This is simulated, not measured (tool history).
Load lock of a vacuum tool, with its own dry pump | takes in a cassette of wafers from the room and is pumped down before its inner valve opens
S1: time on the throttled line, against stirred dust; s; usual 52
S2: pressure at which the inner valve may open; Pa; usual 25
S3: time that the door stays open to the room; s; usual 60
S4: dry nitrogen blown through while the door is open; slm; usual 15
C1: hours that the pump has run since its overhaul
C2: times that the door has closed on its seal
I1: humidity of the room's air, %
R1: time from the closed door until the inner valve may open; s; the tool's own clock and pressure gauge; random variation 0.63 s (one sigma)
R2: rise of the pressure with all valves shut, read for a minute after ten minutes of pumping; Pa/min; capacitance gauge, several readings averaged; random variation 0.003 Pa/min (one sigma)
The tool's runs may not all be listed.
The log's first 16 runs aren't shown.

run	hour	S1	S2	S3	S4	C1	C2	I1	R1	R2
17	3536	53	42	142	42	5560	30469	42.5	95.4	0.065
18	3862.5	38	25	85	15	5886	31815	43.2	88.5	0.076
19	4152.3	38	25	85	15	6176	33009	46.6	89.3	0.083
20	4433.2	38	25	85	15	6457	34167	43.7	88.5	0.084
21	4578.1	38	25	85	15	6602	34764	42.9	89.1	0.085
22	4773.2	26	47	204	15	6797	35568	43.1	75.9	0.099
23	4985.3	26	47	204	15	7009	36442	45.4	75.5	0.109
24	5273.2	73	22	204	5	7297	37629	43.1	116.4	0.125
25	5494.4	73	22	204	5	7518	38541	44.5	116.5	0.124
26	5646.5	73	35	208	5	7670	39168	44.4	113.6	0.129
27	5968.2	73	35	208	5	7992	40494	45.1	113.7	0.13
28	6146.6	44	25	73	15	8170	41229	48.9	96.3	0.101
29	6288.3	44	25	73	15	8312	41813	43.8	96.9	0.103
30	6428.4	44	25	73	15	8452	42391	44.6	95.7	0.109

5 ways to go on from here, each from the tool as it stands after run 30. What would each give?
A	6649.3	88	25	60	15	8673	43301	45.5	?	?
B	6649.3	44	20	73	15	8673	43301	46.3	?	?
C	6649.3	44	25	73	33	8673	43301	46.1	?	?
D	6649.3	52	25	33	15	8673	43301	46.3	?	?
E	6649.3	28	27	157	15	8673	43301	46.4	?	?

run	R1	R2
A	128.8	0.108
B	97.7	0.107
C	96.2	0.1
D	102.2	0.097
E	84.3	0.126
Without the tool's hidden state the same runs would have given:
run	R1	R2
A	121.7	0.028
B	88.3	0.027
C	87.2	0.019
D	93.5	0.016
E	74.5	0.044

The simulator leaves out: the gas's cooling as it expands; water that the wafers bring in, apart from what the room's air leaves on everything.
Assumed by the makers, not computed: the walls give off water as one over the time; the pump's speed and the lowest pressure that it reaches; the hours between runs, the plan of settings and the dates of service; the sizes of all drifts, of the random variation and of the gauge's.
